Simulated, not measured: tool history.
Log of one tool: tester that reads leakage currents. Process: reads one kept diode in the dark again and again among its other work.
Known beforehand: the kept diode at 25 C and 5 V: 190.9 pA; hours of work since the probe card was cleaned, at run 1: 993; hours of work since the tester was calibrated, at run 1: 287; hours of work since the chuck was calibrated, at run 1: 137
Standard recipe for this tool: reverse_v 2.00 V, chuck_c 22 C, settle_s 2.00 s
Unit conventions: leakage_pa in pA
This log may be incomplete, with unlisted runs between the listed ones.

run,hour,reverse_v,chuck_c,settle_s,hours of work since the probe card was cleaned,hours of work since the tester was calibrated,hours of work since the chuck was calibrated,leakage_pa
1,0.0,2.00,22,2.00,993,287,137,99.64
2,40.9,2.00,42,2.00,1021,315,165,499.72
3,74.0,2.00,22,2.00,1043,337,187,100.74
4,91.4,2.00,22,2.00,1055,349,199,100.56
5,121.4,2.00,22,2.00,1076,369,220,100.90
6,157.8,2.00,22,0.35,1100,394,245,102.31
# hour 164.3: probe card cleaned and baked
7,192.7,2.00,38,0.35,19,416,266,368.64
8,217.1,2.00,38,0.35,36,433,283,368.72
9,242.2,2.00,38,0.35,53,450,300,369.30
10,262.0,2.00,22,0.54,67,463,314,99.72
11,283.3,2.00,31,2.00,81,478,328,210.30
12,315.3,1.69,22,2.00,103,500,350,92.13
13,356.5,1.69,22,2.00,131,528,378,92.28
14,383.1,4.82,22,2.00,149,546,396,149.25
15,404.2,4.82,22,2.00,164,560,411,148.87
# hour 409.0: chuck's temperature calibrated
16,448.9,4.82,22,2.00,193,589,27,152.48
17,473.7,4.82,22,2.00,210,606,44,153.22
18,492.6,2.00,22,2.00,223,619,57,102.36
19,522.5,2.00,22,2.00,243,640,77,102.66
20,545.6,2.00,22,2.00,259,655,93,101.87
# hour 565.2: chuck's temperature calibrated, once more
21,572.3,2.00,22,2.00,276,672,5,97.22
22,610.7,2.00,50,2.00,302,698,31,897.60
23,650.4,5.53,21,2.00,329,725,58,144.18
24,678.2,1.69,24,2.15,348,744,77,107.99
25,701.9,1.79,34,1.40,364,761,93,252.52
26,742.5,2.00,22,9.20,392,788,121,97.90
27,764.0,2.00,43,2.00,406,803,136,538.72
28,798.8,2.00,43,2.00,430,827,159,538.61
29,835.4,2.00,43,2.00,455,852,184,540.22
30,855.1,18.90,41,1.52,468,865,198,1308.15
31,887.1,3.40,41,0.57,490,887,220,590.09
32,924.6,4.75,24,0.57,516,912,245,178.54
33,966.9,4.75,24,0.34,545,941,274,179.49
34,986.0,19.87,32,0.68,558,954,287,677.32
35,1021.1,2.56,22,2.00,582,978,311,113.85
36,1043.2,1.58,22,0.39,597,993,326,91.04
37,1072.6,9.75,22,8.61,617,1013,346,213.37
38,1098.5,1.18,21,0.96,634,1031,364,73.06
39,1138.3,1.18,21,0.96,661,1058,391,72.73

Measured less the same run without the tool's hidden state. The same run-to-run variation is in both; the gauge's scatter may not be:
The hidden state here: stray current of the dirty probe card, pA a volt; current scale over the true one, %; true chuck temperature over the reading, C; drift of the gauge itself on leakage_pa, %.
run,leakage_pa
1,+2.52
2,+2.94
3,+3.13
4,+3.25
5,+3.50
6,+3.82
7,+3.28
8,+3.87
9,+4.44
10,+1.62
11,+3.39
12,+1.90
13,+2.19
14,+4.26
15,+4.56
16,+7.37
17,+7.75
18,+5.00
19,+5.25
20,+5.40
21,+0.08
22,-2.83
23,+2.15
24,+0.78
25,+1.21
26,+1.46
27,+3.61
28,+4.76
29,+6.04
30,+24.85
31,+9.22
32,+6.05
33,+6.67
34,+27.16
35,+4.50
36,+3.38
37,+13.26
38,+2.98
39,+3.20
